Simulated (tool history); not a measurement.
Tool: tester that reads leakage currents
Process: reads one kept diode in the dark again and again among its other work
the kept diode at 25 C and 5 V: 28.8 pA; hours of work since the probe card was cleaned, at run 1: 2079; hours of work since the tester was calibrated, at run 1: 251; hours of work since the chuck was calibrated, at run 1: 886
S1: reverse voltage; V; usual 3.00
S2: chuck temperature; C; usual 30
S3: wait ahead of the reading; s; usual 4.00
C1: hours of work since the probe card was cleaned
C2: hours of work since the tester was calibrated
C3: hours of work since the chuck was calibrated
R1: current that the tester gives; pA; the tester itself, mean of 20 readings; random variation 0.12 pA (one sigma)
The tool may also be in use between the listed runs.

run	hour	S1	S2	S3	C1	C2	C3	R1
1	0.0	3.00	30	4.00	2079	251	886	40.74
2	152.6	3.00	30	4.00	2193	365	1000	41.02
3	293.1	3.00	30	4.00	2299	470	1105	41.63
4	443.4	3.00	30	4.00	2411	583	1218	42.16
5	566.4	3.00	30	8.06	2503	675	1310	42.19
6	703.6	3.00	30	4.00	2606	778	1413	43.04
7	843.2	3.00	30	1.94	2711	882	1517	43.61
# hour 881.5: probe card cleaned and baked
8	957.2	3.00	52	4.00	57	965	1600	235.57
9	1039.1	3.00	52	4.00	118	1027	1662	236.61
10	1170.0	3.00	52	4.00	216	1125	1760	238.78
11	1309.0	4.94	30	4.00	320	1229	1864	51.86
12	1374.3	4.94	30	4.00	369	1278	1913	52.09
# hour 1431.0: chuck's temperature calibrated
13	1469.0	2.25	30	4.00	438	1347	28	30.44
14	1617.5	2.25	30	4.00	550	1458	140	30.89
15	1688.6	2.25	30	4.00	603	1511	193	31.01
16	1831.6	7.90	30	4.00	710	1618	300	64.39
17	1948.3	7.90	30	4.00	797	1706	387	65.31
18	2023.1	7.90	30	4.00	853	1762	443	65.72
19	2084.3	7.90	23	4.00	899	1808	489	37.17
20	2184.5	7.90	26	4.00	974	1883	564	48.15
21	2282.5	5.12	59	3.88	1047	1956	638	523.92
22	2425.7	3.00	28	0.66	1155	2063	745	34.18
23	2568.5	3.00	28	0.66	1262	2170	852	34.37
24	2641.7	3.00	28	0.66	1316	2225	907	34.51
25	2708.2	3.00	28	0.66	1366	2275	956	34.59
26	2799.7	1.37	30	4.00	1435	2343	1025	25.28
27	2882.3	1.39	40	9.85	1497	2405	1087	59.08
28	2966.6	1.39	40	9.85	1560	2468	1150	59.60
29	3081.3	4.07	40	0.40	1646	2554	1236	112.35
30	3152.4	4.07	20	0.67	1699	2607	1289	23.89
31	3287.0	4.07	20	0.67	1800	2708	1390	24.29
32	3354.4	14.50	28	3.29	1850	2759	1440	93.95
33	3479.7	14.50	29	2.51	1944	2852	1534	102.06
34	3556.2	1.18	55	0.68	2001	2910	1591	181.11
35	3666.4	10.90	47	4.00	2084	2992	1674	341.25
36	3742.6	10.90	25	2.56	2141	3049	1731	65.86
37	3855.4	3.00	25	4.00	2225	3134	1815	29.06
38	3983.1	3.00	29	2.72	2321	3229	1911	40.40
# hour 4035.8: chuck's temperature calibrated
39	4126.4	6.91	43	0.79	2427	3335	68	179.76

Some steps in R1 between neighbouring runs. How much of each would the tool show without its hidden state too (settings, what came in, random variation), and how much is left for the hidden state, with any gauge scatter that isn't in both results?
The hidden state here: stray current of the dirty probe card, pA a volt; current scale over the true one, %; true chuck temperature over the reading, C; drift of the gauge itself on leakage_pa, %.
Run 20 -> 21: S1 7.90 -> 5.12, S2 26 -> 59, S3 4.00 -> 3.88. R1 +475.77 pA: hidden state +16.50, all else +459.27.
Run 21 -> 22: S1 5.12 -> 3.00, S2 59 -> 28, S3 3.88 -> 0.66. R1 -489.74 pA: hidden state -19.42, all else -470.32.
Run 34 -> 35: S1 1.18 -> 10.90, S2 55 -> 47, S3 0.68 -> 4.00. R1 +160.14 pA: hidden state +27.82, all else +132.32.
Run 35 -> 36: S2 47 -> 25, S3 4.00 -> 2.56. R1 -275.39 pA: hidden state -23.94, all else -251.45.
